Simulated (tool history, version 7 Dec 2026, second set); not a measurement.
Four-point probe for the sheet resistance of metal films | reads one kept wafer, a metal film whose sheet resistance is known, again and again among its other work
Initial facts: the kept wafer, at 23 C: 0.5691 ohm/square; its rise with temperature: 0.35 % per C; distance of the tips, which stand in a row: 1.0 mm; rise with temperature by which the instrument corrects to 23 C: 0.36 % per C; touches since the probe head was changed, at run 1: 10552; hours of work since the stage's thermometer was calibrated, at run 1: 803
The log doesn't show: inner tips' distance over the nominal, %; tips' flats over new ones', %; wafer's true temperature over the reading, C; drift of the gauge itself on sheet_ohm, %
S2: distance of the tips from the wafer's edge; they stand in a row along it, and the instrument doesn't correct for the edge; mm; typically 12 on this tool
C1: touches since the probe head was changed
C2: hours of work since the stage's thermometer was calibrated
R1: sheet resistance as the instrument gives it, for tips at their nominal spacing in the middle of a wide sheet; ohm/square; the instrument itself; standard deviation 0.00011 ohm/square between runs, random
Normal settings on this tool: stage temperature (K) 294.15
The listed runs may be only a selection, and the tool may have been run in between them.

{"run": 1, "day": 0.0, "stage temperature (K)": 294.15, "S2": 12, "C1": 10552, "C2": 803, "R1": 0.570252}
{"run": 2, "day": 0.429, "stage temperature (K)": 294.15, "S2": 12, "C1": 10740, "C2": 810, "R1": 0.570425}
{"run": 3, "day": 0.825, "stage temperature (K)": 294.15, "S2": 12, "C1": 10913, "C2": 817, "R1": 0.570273}
{"run": 4, "day": 1.238, "stage temperature (K)": 294.15, "S2": 12, "C1": 11092, "C2": 824, "R1": 0.570264}
{"run": 5, "day": 1.638, "stage temperature (K)": 294.15, "S2": 12, "C1": 11266, "C2": 830, "R1": 0.570385}
{"run": 6, "day": 2.579, "stage temperature (K)": 293.15, "S2": 12, "C1": 11679, "C2": 846, "R1": 0.57042}
{"run": 7, "day": 3.442, "stage temperature (K)": 293.15, "S2": 12, "C1": 12054, "C2": 861, "R1": 0.570511}
{"run": 8, "day": 4.025, "stage temperature (K)": 293.15, "S2": 12, "C1": 12310, "C2": 870, "R1": 0.570369}
{"run": 9, "day": 4.6, "stage temperature (K)": 294.15, "S2": 12, "C1": 12561, "C2": 880, "R1": 0.570493}
{"run": 10, "day": 5.55, "stage temperature (K)": 294.15, "S2": 12, "C1": 12976, "C2": 896, "R1": 0.570535}
{"run": 11, "day": 6.062, "stage temperature (K)": 294.15, "S2": 12, "C1": 13199, "C2": 904, "R1": 0.570446}
{"run": 12, "day": 6.888, "stage temperature (K)": 294.15, "S2": 12, "C1": 13560, "C2": 918, "R1": 0.570679}
{"run": 13, "day": 7.85, "stage temperature (K)": 294.15, "S2": 59, "C1": 13979, "C2": 934, "R1": 0.568506}
{"run": 14, "day": 8.521, "stage temperature (K)": 294.15, "S2": 59, "C1": 14272, "C2": 945, "R1": 0.568557}
{"run": 15, "day": 9.171, "stage temperature (K)": 294.15, "S2": 59, "C1": 14557, "C2": 956, "R1": 0.568401}
{"run": 16, "day": 9.671, "stage temperature (K)": 294.15, "S2": 59, "C1": 14774, "C2": 965, "R1": 0.568413}
{"run": 17, "day": 10.567, "stage temperature (K)": 294.15, "S2": 12, "C1": 15166, "C2": 980, "R1": 0.570542}
{"run": 18, "day": 11.308, "stage temperature (K)": 294.15, "S2": 12, "C1": 15490, "C2": 992, "R1": 0.570575}
{"run": 19, "day": 11.846, "stage temperature (K)": 294.15, "S2": 12, "C1": 15723, "C2": 1001, "R1": 0.570646}
{"run": 20, "day": 12.633, "stage temperature (K)": 294.15, "S2": 47, "C1": 16068, "C2": 1014, "R1": 0.568555}
{"run": 21, "day": 13.071, "stage temperature (K)": 294.15, "S2": 34, "C1": 16259, "C2": 1021, "R1": 0.56863}
{"run": 22, "day": 13.808, "stage temperature (K)": 294.15, "S2": 34, "C1": 16581, "C2": 1034, "R1": 0.568767}
{"run": 23, "day": 14.483, "stage temperature (K)": 294.15, "S2": 34, "C1": 16875, "C2": 1045, "R1": 0.569031}

Expected results for the next run?
{"run": 24, "day": 14.95, "stage temperature (K)": 293.15, "S2": 26, "C1": 17080, "C2": 1053, "R1": "?"}

For run 24 the tool returned R1 0.569029 ohm/square.
Without the tool's hidden state the same run would have given R1 0.569702 ohm/square.
